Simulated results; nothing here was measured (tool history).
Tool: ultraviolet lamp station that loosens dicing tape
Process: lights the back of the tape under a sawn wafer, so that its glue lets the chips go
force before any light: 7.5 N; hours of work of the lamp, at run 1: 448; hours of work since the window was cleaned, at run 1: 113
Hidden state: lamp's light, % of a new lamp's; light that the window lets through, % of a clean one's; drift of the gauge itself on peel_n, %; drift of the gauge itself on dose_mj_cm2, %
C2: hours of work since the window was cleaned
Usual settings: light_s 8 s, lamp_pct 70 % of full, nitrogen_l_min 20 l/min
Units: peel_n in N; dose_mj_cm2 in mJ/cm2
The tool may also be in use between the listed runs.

{"run": 1, "day": 0.0, "light_s": 8, "lamp_pct": 70, "nitrogen_l_min": 20, "hours of work of the lamp": 448, "C2": 113, "peel_n": 1.212, "dose_mj_cm2": 280}
{"run": 2, "day": 1.917, "light_s": 8, "lamp_pct": 70, "nitrogen_l_min": 20, "hours of work of the lamp": 481, "C2": 146, "peel_n": 1.238, "dose_mj_cm2": 279}
{"run": 3, "day": 3.112, "light_s": 8, "lamp_pct": 70, "nitrogen_l_min": 13, "hours of work of the lamp": 502, "C2": 167, "peel_n": 1.446, "dose_mj_cm2": 267}
{"run": 4, "day": 4.721, "light_s": 11, "lamp_pct": 70, "nitrogen_l_min": 13, "hours of work of the lamp": 530, "C2": 195, "peel_n": 0.847, "dose_mj_cm2": 365}
{"run": 5, "day": 6.562, "light_s": 8, "lamp_pct": 70, "nitrogen_l_min": 26, "hours of work of the lamp": 562, "C2": 227, "peel_n": 1.279, "dose_mj_cm2": 256}
{"run": 6, "day": 8.496, "light_s": 8, "lamp_pct": 70, "nitrogen_l_min": 26, "hours of work of the lamp": 596, "C2": 261, "peel_n": 1.373, "dose_mj_cm2": 249}
{"run": 7, "day": 10.954, "light_s": 8, "lamp_pct": 70, "nitrogen_l_min": 26, "hours of work of the lamp": 638, "C2": 304, "peel_n": 1.466, "dose_mj_cm2": 236}
{"run": 8, "day": 12.267, "light_s": 13, "lamp_pct": 90, "nitrogen_l_min": 26, "hours of work of the lamp": 661, "C2": 327, "peel_n": 0.366, "dose_mj_cm2": 487}
{"run": 9, "day": 14.192, "light_s": 13, "lamp_pct": 90, "nitrogen_l_min": 26, "hours of work of the lamp": 695, "C2": 360, "peel_n": 0.386, "dose_mj_cm2": 472}
{"day": 15.092, "done": "window cleaned of glue's vapour"}
{"run": 10, "day": 17.025, "light_s": 8, "lamp_pct": 70, "nitrogen_l_min": 33, "hours of work of the lamp": 744, "C2": 34, "peel_n": 1.279, "dose_mj_cm2": 251}
{"run": 11, "day": 18.604, "light_s": 6, "lamp_pct": 70, "nitrogen_l_min": 33, "hours of work of the lamp": 771, "C2": 61, "peel_n": 1.966, "dose_mj_cm2": 182}
{"run": 12, "day": 21.054, "light_s": 6, "lamp_pct": 70, "nitrogen_l_min": 33, "hours of work of the lamp": 814, "C2": 104, "peel_n": 2.065, "dose_mj_cm2": 174}
{"day": 22.262, "done": "lamp changed"}
{"run": 13, "day": 23.817, "light_s": 6, "lamp_pct": 94, "nitrogen_l_min": 14, "hours of work of the lamp": 27, "C2": 151, "peel_n": 1.048, "dose_mj_cm2": 323}

Some steps in peel_n between neighbouring runs. How much of each would the tool show without its hidden state too (settings, what came in, random variation), and how much is left for the hidden state, with any gauge scatter that isn't in both results?
Run 7 -> 8: light_s 8 -> 13, lamp_pct 70 -> 90. peel_n -1.1 N: hidden state -0.577, all else -0.523.
Run 12 -> 13: lamp_pct 70 -> 94, nitrogen_l_min 33 -> 14, lamp changed. peel_n -1.017 N: hidden state -0.808, all else -0.209.

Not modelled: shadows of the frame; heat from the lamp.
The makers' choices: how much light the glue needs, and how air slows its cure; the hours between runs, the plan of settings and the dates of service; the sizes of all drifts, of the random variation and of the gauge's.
